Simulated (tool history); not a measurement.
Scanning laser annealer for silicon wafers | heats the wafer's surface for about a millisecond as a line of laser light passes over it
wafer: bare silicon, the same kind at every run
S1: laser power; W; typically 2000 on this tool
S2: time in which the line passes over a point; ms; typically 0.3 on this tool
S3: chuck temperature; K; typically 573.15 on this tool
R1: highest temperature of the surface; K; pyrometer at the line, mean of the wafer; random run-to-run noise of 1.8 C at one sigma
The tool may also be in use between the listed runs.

Run 1, day 0: usual settings. Result: R1 1270.15 K.
Run 2, day 0.262: usual settings. Result: R1 1272.15 K.
Run 3, day 0.421: usual settings. Result: R1 1276.15 K.
Run 4, day 0.671: usual settings. Result: R1 1267.15 K.
Run 5, day 0.912: usual settings. Result: R1 1273.15 K.
Run 6, day 1.279: usual settings. Result: R1 1269.15 K.
Run 7, day 1.504: usual settings. Result: R1 1273.15 K.
Run 8, day 1.804: usual settings. Result: R1 1270.15 K.
Run 9, day 2.083: usual settings but S1 1931 W. Result: R1 1240.15 K.
Run 10, day 2.425: usual settings but S1 1931 W. Result: R1 1241.15 K.
Run 11, day 2.604: usual settings but S1 1931 W. Result: R1 1240.15 K.
Run 12, day 2.95: usual settings but S1 1931 W. Result: R1 1242.15 K.
Run 13, day 3.254: usual settings but S1 1931 W. Result: R1 1237.15 K.
Run 14, day 3.621: usual settings but S1 1800 W. Result: R1 1181.15 K.
Run 15, day 3.979: usual settings but S1 1800 W, S2 0.301 ms, S3 562.15 K. Result: R1 1173.15 K.

Run 16 has not been measured yet. What should we expect?
Run 16, day 4.35: usual settings but S1 1800 W, S2 0.301 ms, S3 562.15 K. Result: R1 ?.

For run 16 the tool returned R1 1170.15 K.
The same run, on a tool lacking any hidden state, would have yielded R1 1202.15 K.

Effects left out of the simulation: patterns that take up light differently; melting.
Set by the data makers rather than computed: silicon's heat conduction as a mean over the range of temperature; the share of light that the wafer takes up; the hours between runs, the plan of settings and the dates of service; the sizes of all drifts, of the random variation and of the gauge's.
